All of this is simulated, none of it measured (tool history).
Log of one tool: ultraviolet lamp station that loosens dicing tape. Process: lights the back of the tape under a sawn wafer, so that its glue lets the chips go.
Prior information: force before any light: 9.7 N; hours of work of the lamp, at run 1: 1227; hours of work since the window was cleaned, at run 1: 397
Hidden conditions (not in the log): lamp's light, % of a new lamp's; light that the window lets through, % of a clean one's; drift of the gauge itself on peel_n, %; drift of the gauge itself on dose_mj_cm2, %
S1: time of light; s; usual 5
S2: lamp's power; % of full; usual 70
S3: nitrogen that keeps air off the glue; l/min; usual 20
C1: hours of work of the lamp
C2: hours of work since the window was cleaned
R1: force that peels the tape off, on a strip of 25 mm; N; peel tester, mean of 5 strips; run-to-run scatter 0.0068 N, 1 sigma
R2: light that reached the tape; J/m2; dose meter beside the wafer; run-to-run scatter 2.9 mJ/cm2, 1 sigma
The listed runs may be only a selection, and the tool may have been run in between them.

run,day,S1,S2,S3,C1,C2,R1,R2
1,0.000,5,70,20,1227,397,0.232,4260
2,2.371,5,70,20,1250,420,0.231,4190
3,5.362,5,70,20,1279,448,0.226,4220
# day 6.646: window cleaned of glue's vapour
4,7.917,5,70,20,1304,12,0.237,4210
5,9.888,5,70,20,1323,31,0.228,4250
6,11.796,5,70,20,1341,50,0.227,4240
7,14.838,5,70,6,1370,79,0.486,4260
8,16.562,5,70,6,1387,96,0.477,4280
9,18.504,5,70,6,1406,114,0.481,4210
10,20.292,5,70,30,1423,132,0.200,4220
11,22.404,5,70,30,1443,152,0.190,4230
12,25.267,5,70,30,1471,180,0.202,4270
13,28.333,5,70,16,1501,209,0.255,4240
14,31.229,5,70,16,1529,237,0.263,4250
15,34.221,5,70,16,1558,266,0.244,4220
# day 35.608: lamp changed
16,35.842,5,70,19,2,282,0.249,4250
17,38.771,4,91,10,31,310,0.315,4420
18,40.617,9,70,20,48,328,0.106,7640
19,43.212,5,81,20,73,353,0.169,4900
20,44.883,2,72,20,90,369,1.696,1740
21,47.812,2,66,23,118,397,1.930,1590
22,49.446,5,70,9,134,413,0.361,4220
23,50.867,5,97,7,147,427,0.189,5870

What does the tool deliver on the next run?
24,54.100,5,97,7,179,458,?,?

R1: 0.191 N
R2: 5840 J/m2
Had the tool carried no hidden state, the very same run would have given R1 0.190 N, R2 5840 J/m2.

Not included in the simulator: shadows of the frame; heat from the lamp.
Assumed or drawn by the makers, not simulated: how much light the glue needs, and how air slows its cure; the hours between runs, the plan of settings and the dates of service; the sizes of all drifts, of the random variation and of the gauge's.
